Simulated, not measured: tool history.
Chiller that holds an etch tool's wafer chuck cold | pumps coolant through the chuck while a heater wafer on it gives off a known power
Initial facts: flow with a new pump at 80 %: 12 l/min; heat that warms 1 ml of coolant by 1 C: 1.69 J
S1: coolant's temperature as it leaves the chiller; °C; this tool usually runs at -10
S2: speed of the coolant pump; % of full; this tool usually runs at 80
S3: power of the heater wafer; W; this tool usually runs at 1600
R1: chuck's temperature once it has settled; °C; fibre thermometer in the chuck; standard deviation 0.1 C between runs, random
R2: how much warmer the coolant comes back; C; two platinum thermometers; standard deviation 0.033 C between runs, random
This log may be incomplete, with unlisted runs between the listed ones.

run 1 hour=0.0 | S1=-10 S2=80 S3=1600 | R1=1.4 R2=4.75
run 2 hour=32.7 | S1=-10 S2=80 S3=1600 | R1=1.6 R2=4.79
run 3 hour=70.0 | S1=-10 S2=80 S3=1600 | R1=1.5 R2=4.76
run 4 hour=98.7 | S1=-10 S2=80 S3=1600 | R1=1.3 R2=4.77
run 5 hour=141.1 | S1=-7 S2=80 S3=1600 | R1=4.5 R2=4.72
run 6 hour=165.5 | S1=-10 S2=80 S3=1600 | R1=1.3 R2=4.78
run 7 hour=190.4 | S1=-10 S2=80 S3=1600 | R1=1.5 R2=4.73
run 8 hour=231.4 | S1=-14 S2=74 S3=827 | R1=-7.8 R2=2.69
-- hour=239.3 coolant pump overhauled
run 9 hour=276.0 | S1=-14 S2=74 S3=827 | R1=-7.9 R2=2.68
run 10 hour=308.4 | S1=-14 S2=82 S3=1377 | R1=-4.3 R2=4.02
run 11 hour=336.5 | S1=-17 S2=77 S3=1616 | R1=-4.8 R2=4.98

Consider 4 possible next runs. They are alternatives, not a sequence: every one starts from the tool as it was left by run 11. What does each give?
run A hour=372.6 | S1=-10 S2=62 S3=1600 | R1=? R2=?
run B hour=372.6 | S1=-17 S2=87 S3=1436 | R1=? R2=?
run C hour=372.6 | S1=-17 S2=84 S3=1616 | R1=? R2=?
run D hour=372.6 | S1=-16 S2=98 S3=1236 | R1=? R2=?

run=A R1=4.3 R2=6.08
run=B R1=-7.3 R2=3.91
run=C R1=-5.7 R2=4.62
run=D R1=-8.6 R2=2.98
With the hidden condition removed and each run's random variation left untouched, the same runs would have given:
run=A R1=4.5 R2=6.04
run=B R1=-7.0 R2=3.88
run=C R1=-5.4 R2=4.59
run=D R1=-8.3 R2=2.96

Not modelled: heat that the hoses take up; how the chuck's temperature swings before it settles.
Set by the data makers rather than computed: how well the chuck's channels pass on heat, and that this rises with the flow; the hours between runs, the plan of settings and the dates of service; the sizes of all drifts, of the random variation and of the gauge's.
